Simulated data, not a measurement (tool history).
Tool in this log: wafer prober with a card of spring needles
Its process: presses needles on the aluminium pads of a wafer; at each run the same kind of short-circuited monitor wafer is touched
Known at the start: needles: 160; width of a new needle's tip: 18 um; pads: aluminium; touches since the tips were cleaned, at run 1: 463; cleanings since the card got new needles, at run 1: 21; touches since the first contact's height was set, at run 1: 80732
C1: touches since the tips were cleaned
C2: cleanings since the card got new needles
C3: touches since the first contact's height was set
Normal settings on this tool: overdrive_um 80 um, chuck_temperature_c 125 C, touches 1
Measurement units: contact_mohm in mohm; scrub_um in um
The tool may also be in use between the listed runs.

Run 1, day 0.000: usual settings; C1 463; C2 21; C3 80732. Result: contact_mohm 213 mohm, scrub_um 14.56 um.
At day 0.246: tips cleaned on abrasive film.
At day 0.512: tips cleaned on abrasive film.
Run 2, day 0.667: usual settings; C1 1936; C2 23; C3 89057. Result: contact_mohm 264 mohm, scrub_um 14.29 um.
At day 0.804: tips cleaned on abrasive film.
Run 3, day 0.950: usual settings; C1 1877; C2 24; C3 92629. Result: contact_mohm 260 mohm, scrub_um 14.42 um.
At day 1.075: tips cleaned on abrasive film.
At day 1.367: tips cleaned on abrasive film.
Run 4, day 1.446: usual settings; C1 1015; C2 26; C3 98813. Result: contact_mohm 230 mohm, scrub_um 14.32 um.
At day 1.662: tips cleaned on abrasive film.
At day 1.954: tips cleaned on abrasive film.
Run 5, day 2.071: usual settings; C1 1465; C2 28; C3 106599. Result: contact_mohm 248 mohm, scrub_um 14.37 um.
At day 2.238: tips cleaned on abrasive film.
Run 6, day 2.471: usual settings; C1 2946; C2 29; C3 111632. Result: contact_mohm 283 mohm, scrub_um 14.32 um.
At day 2.521: tips cleaned on abrasive film.
At day 2.817: tips cleaned on abrasive film.
Run 7, day 2.954: usual settings; C1 1733; C2 31; C3 117645. Result: contact_mohm 250 mohm, scrub_um 14.30 um.
At day 3.075: tips cleaned on abrasive film, once more.
At day 3.379: tips cleaned on abrasive film.
Run 8, day 3.529: usual settings but overdrive_um 64 um, touches 2; C1 1886; C2 33; C3 124802. Result: contact_mohm 250 mohm, scrub_um 11.34 um.
At day 3.642: tips cleaned on abrasive film.
At day 3.946: tips cleaned on abrasive film.
Run 9, day 3.950: usual settings but overdrive_um 64 um, touches 3; C1 64; C2 35; C3 130069. Result: contact_mohm 201 mohm, scrub_um 11.31 um.
At day 4.212: tips cleaned on abrasive film.
Run 10, day 4.254: usual settings but overdrive_um 64 um, touches 3; C1 564; C2 36; C3 133867. Result: contact_mohm 207 mohm, scrub_um 11.31 um.
At day 4.475: tips cleaned on abrasive film.
Run 11, day 4.550: usual settings but touches 3; C1 976; C2 37; C3 137569. Result: contact_mohm 206 mohm, scrub_um 14.21 um.
At day 4.758: tips cleaned on abrasive film.
At day 4.958: height of the first contact set anew.
Run 12, day 4.958: usual settings but touches 3; C1 2375; C2 38; C3 0. Result: contact_mohm 217 mohm, scrub_um 14.85 um.
At day 5.046: tips cleaned on abrasive film.
At day 5.329: tips cleaned on abrasive film.
At day 5.588: tips cleaned on abrasive film.
Run 13, day 5.588: usual settings but overdrive_um 99 um, chuck_temperature_c 25 C, touches 2; C1 0; C2 41; C3 7831. Result: contact_mohm 168 mohm, scrub_um 18.25 um.
At day 5.850: tips cleaned on abrasive film.
At day 6.129: tips cleaned on abrasive film.
Run 14, day 6.146: usual settings but overdrive_um 99 um, chuck_temperature_c 25 C, touches 2; C1 200; C2 43; C3 14775. Result: contact_mohm 172 mohm, scrub_um 18.39 um.

Below are 5 alternative next runs, each starting from the tool's condition after run 14. Predict each:
At day 6.404: tips cleaned on abrasive film.
Run A, day 6.629: usual settings but overdrive_um 86 um, chuck_temperature_c 32 C, touches 2; C1 2855; C2 44; C3 20887. Result: contact_mohm ?, scrub_um ?.
At day 6.404: tips cleaned on abrasive film.
Run B, day 6.629: usual settings but chuck_temperature_c 48 C; C1 2855; C2 44; C3 20887. Result: contact_mohm ?, scrub_um ?.
At day 6.404: tips cleaned on abrasive film.
Run C, day 6.629: usual settings; C1 2855; C2 44; C3 20887. Result: contact_mohm ?, scrub_um ?.
At day 6.404: tips cleaned on abrasive film.
Run D, day 6.629: usual settings but overdrive_um 77 um, chuck_temperature_c 71 C; C1 2855; C2 44; C3 20887. Result: contact_mohm ?, scrub_um ?.
At day 6.404: tips cleaned on abrasive film.
Run E, day 6.629: usual settings but overdrive_um 99 um, chuck_temperature_c 28 C, touches 2; C1 2855; C2 44; C3 20887. Result: contact_mohm ?, scrub_um ?.

run  contact_mohm  scrub_um
  A           219     15.93
  B           269     14.68
  C           270     14.82
  D           278     14.25
  E           203     18.31
What these runs would have given with no unlogged condition in the tool:
run  contact_mohm  scrub_um
  A           168     16.01
  B           174     14.75
  C           186     14.89
  D           180     14.32
  E           163     18.39
